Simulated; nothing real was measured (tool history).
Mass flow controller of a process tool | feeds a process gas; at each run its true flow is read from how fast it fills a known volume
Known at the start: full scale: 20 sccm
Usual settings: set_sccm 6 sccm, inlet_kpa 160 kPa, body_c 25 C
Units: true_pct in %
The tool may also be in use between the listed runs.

run,hour,set_sccm,inlet_kpa,body_c,true_pct
1,0.0,6,160,25,98.05
2,103.8,6,160,20,98.30
3,188.8,6,160,20,98.37
4,259.7,6,160,20,98.28
5,341.9,6,160,20,98.29
6,458.5,6,146,20,98.33
7,532.5,6,160,25,98.15
8,650.4,6,160,25,98.09
9,711.1,6,160,25,98.02
10,831.5,6,160,25,98.11
11,890.1,6,160,25,98.17
12,942.2,6,160,25,98.28
13,1014.7,6,160,25,98.19
14,1108.0,6,160,25,98.23
15,1201.9,6,196,25,98.37
16,1280.8,6,196,25,98.25
17,1353.3,14,152,30,99.24
18,1411.6,14,152,30,99.34
19,1468.6,5,160,25,98.05
20,1564.4,5,160,25,98.08
21,1664.2,5,160,25,97.99
22,1747.2,8,175,23,98.86
23,1853.3,8,175,23,98.78
24,1958.1,8,175,23,98.88
25,2041.3,8,175,23,98.89
26,2156.9,8,175,23,98.82
27,2242.2,8,175,23,98.82
28,2354.1,16,226,23,100.59
29,2414.9,16,226,23,100.49
30,2536.3,16,226,23,100.49
31,2588.6,16,226,23,100.55

The same runs without the tool's hidden state, with the same run-to-run variation:
The hidden state here: flow at rest that the sensor doesn't see, % of full scale; true flow over the shown one, %; drift of the gauge itself on true_pct, %.
run,true_pct
1,97.83
2,98.07
3,98.13
4,98.03
5,98.03
6,98.05
7,97.86
8,97.79
9,97.71
10,97.79
11,97.84
12,97.95
13,97.84
14,97.88
15,98.00
16,97.88
17,98.63
18,98.71
19,97.74
20,97.77
21,97.66
22,98.32
23,98.23
24,98.30
25,98.30
26,98.22
27,98.21
28,99.76
29,99.65
30,99.63
31,99.68

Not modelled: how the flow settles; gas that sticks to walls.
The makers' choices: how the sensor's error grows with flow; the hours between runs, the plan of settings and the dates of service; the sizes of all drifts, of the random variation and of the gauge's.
